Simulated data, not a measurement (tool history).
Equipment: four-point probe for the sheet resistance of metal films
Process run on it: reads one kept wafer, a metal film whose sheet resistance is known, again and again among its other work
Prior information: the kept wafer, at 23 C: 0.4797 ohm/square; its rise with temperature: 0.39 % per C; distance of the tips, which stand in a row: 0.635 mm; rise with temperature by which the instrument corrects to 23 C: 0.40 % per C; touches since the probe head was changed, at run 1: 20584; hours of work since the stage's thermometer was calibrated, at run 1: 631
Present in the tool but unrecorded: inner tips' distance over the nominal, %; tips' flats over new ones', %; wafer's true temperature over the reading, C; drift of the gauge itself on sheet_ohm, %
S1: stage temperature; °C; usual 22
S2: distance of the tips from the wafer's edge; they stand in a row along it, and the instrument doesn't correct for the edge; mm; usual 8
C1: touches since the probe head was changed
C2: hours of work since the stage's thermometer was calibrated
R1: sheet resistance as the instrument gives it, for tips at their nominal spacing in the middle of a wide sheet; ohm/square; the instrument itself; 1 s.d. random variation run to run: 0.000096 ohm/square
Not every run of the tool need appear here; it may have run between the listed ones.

run,hour,S1,S2,C1,C2,R1
1,0.0,22,8,20584,631,0.477328
2,11.5,22,8,20866,639,0.477220
3,31.9,24,8,21365,652,0.477170
4,44.9,22,8,21683,661,0.477345
5,57.0,30,8,21981,669,0.476701
6,73.5,22,8,22385,681,0.477190
7,84.6,22,36,22657,688,0.475543
8,97.3,22,36,22968,697,0.475710
9,112.1,22,8,23330,707,0.477128
10,132.0,22,8,23819,720,0.477032
11,141.9,22,8,24061,727,0.477072
12,159.4,22,8,24490,739,0.476854
13,170.2,22,8,24756,746,0.477171
14,189.7,32,8,25233,759,0.476359
15,212.0,32,8,25778,774,0.476197
16,228.7,24,8,26189,786,0.476772
17,238.2,24,8,26421,792,0.476639
18,256.5,24,8,26871,804,0.476606
19,269.6,24,8,27190,813,0.476710
20,285.0,24,8,27568,824,0.476817
21,304.6,22,8,28048,837,0.476778
22,320.2,22,8,28431,848,0.476977
23,337.4,30,10,28851,859,0.475579
24,359.6,30,10,29397,874,0.475763
25,381.3,30,10,29927,889,0.475566
26,394.5,30,10,30253,898,0.475514
27,415.4,26,5,30765,912,0.478890
28,426.9,26,5,31045,920,0.478777
29,439.2,26,5,31347,928,0.478820
30,457.2,29,9,31788,940,0.475896
31,466.4,29,9,32015,946,0.476017
32,479.8,22,48,32343,956,0.475100
33,495.6,31,5,32729,966,0.478298
34,517.8,30,51,33274,981,0.474366
35,532.4,24,10,33632,991,0.475832
36,543.1,31,13,33895,998,0.474888
37,555.2,31,42,34190,1007,0.474262
38,572.4,31,42,34612,1018,0.474211
39,595.4,32,6,35176,1034,0.477110
40,606.1,32,6,35437,1041,0.477158
41,622.9,22,21,35850,1052,0.475092

Forecast each of these 3 alternatives for the next run:
A,644.2,23,8,36372,1067,?
B,644.2,20,23,36372,1067,?
C,644.2,22,21,36372,1067,?

run,R1
A,0.476389
B,0.475066
C,0.475036
With no hidden state in the tool, these same runs would have given:
run,R1
A,0.481424
B,0.480093
C,0.480059

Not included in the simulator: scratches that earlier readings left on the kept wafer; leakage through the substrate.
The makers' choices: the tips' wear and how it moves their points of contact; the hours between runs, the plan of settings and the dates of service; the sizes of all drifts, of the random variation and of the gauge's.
